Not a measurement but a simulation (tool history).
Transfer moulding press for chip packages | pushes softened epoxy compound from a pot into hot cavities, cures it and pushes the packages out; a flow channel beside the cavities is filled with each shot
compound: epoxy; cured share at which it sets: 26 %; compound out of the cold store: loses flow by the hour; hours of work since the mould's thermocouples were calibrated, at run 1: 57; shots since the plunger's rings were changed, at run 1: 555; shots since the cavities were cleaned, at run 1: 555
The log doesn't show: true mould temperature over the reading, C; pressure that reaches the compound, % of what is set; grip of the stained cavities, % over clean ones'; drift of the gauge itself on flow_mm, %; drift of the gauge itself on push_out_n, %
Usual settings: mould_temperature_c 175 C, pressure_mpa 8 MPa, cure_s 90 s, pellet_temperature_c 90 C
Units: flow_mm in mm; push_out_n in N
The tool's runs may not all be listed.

run   hour  mould_temperature_c  pressure_mpa  cure_s  pellet_temperature_c  hours of work since the mould's thermocouples were calibrated  shots since the plunger's rings were changed  shots since the cavities were cleaned  incoming compound's hours out of the cold store  flow_mm  push_out_n
  1      0                  175             8      90                    90                                                             57                                           555                                    555                                             13.7      600         476
  2    6.5                  175             8      90                    90                                                             61                                           647                                    647                                             34.7      536         473
  3   11.6                  175          7.63      90                    90                                                             65                                           719                                    719                                             43.6      509         474
  4   18.5                  168             8      90                    90                                                             70                                           817                                    817                                             29.6      584         846
  5   22.4                  168             8      90                    90                                                             72                                           872                                    872                                               39      553         800
      31.1  -- cavities cleaned with cleaning compound and waxed
  6   32.7                  175          8.65      90                    90                                                             78                                           997                                     23                                             30.7      569         278
  7   41.7                  175          8.65      90                    90                                                             85                                          1125                                    151                                             35.5      558         335
  8   49.4                  175          9.21      90                    90                                                             90                                          1234                                    260                                             29.6      586         394
  9   57.3                  175          9.21      90                    99                                                             96                                          1346                                    372                                             41.8      547         414
 10   64.9                  175           7.7      90                    90                                                            101                                          1454                                    480                                             47.8      489         439
 11   70.5                  175             8      90                    90                                                            105                                          1533                                    559                                             47.7      496         447
 12   79.6                  175             8      84                    90                                                            111                                          1661                                    687                                             27.6      553         552
 13   86.1                  175             8      84                    90                                                            116                                          1754                                    780                                               42      509         566
 14   92.8                  175          6.75      84                    90                                                            121                                          1849                                    875                                             36.6      482         577
     100.6  -- cavities cleaned with cleaning compound and waxed
 15  100.9                  175          6.75      84                    90                                                            125                                          1942                                      3                                             16.6      527         298
 16  109.4                  178          7.29      90                    96                                                            131                                          2063                                    124                                             23.2      526         288
 17  116.4                  178          8.85      90                    89                                                            136                                          2161                                    222                                             42.8      524         311
       119  -- mould's thermocouples calibrated
 18  125.7                  178          7.68      90                    89                                                              5                                          2266                                    327                                             13.3      562         372
 19  130.4                  178          7.68      90                    89                                                              8                                          2332                                    393                                               32      517         382
 20  134.2                  178          7.68      90                    89                                                             11                                          2386                                    447                                             25.6      524         374
 21  140.2                  175             8      90                    85                                                             15                                          2471                                    532                                             31.5      528         470
 22  146.2                  172           6.3      90                    91                                                             19                                          2555                                    616                                               36      470         560
     152.8  -- mould's thermocouples calibrated, once more
 23  153.6                  172           6.3      90                    91                                                              1                                          2633                                    694                                             23.6      498         615
 24  160.6                  175          9.94      90                    98                                                              5                                          2732                                    793                                              8.7      659         522
 25  166.4                  175          8.04     113                    87                                                              9                                          2813                                    874                                             30.3      536         439
 26  171.9                  183             8      90                    85                                                             13                                          2893                                    954                                             40.2      487         421
     174.2  -- cavities cleaned with cleaning compound and waxed
 27  178.3                  175          8.21      90                    93                                                             17                                          2961                                     58                                             15.5      574         312
 28  183.2                  175             8      90                    99                                                             20                                          3031                                    128                                             23.6      548         330
 29  190.5                  181          6.81      90                    86                                                             25                                          3134                                    231                                               20      499         310

Forecast each of these 3 alternatives for the next run:
  A  198.8                  173          9.44      90                    90                                                             31                                          3251                                    348                                             47.1        ?           ?
  B  198.8                  173          6.81      88                    86                                                             31                                          3251                                    348                                             11.7        ?           ?
  C  198.8                  181          6.81     105                    84                                                             31                                          3251                                    348                                             17.1        ?           ?

run  flow_mm  push_out_n
  A      532         463
  B      541         524
  C      499         329
Without the tool's hidden state the same runs would have given:
run  flow_mm  push_out_n
  A      564         283
  B      573         318
  C      529         204
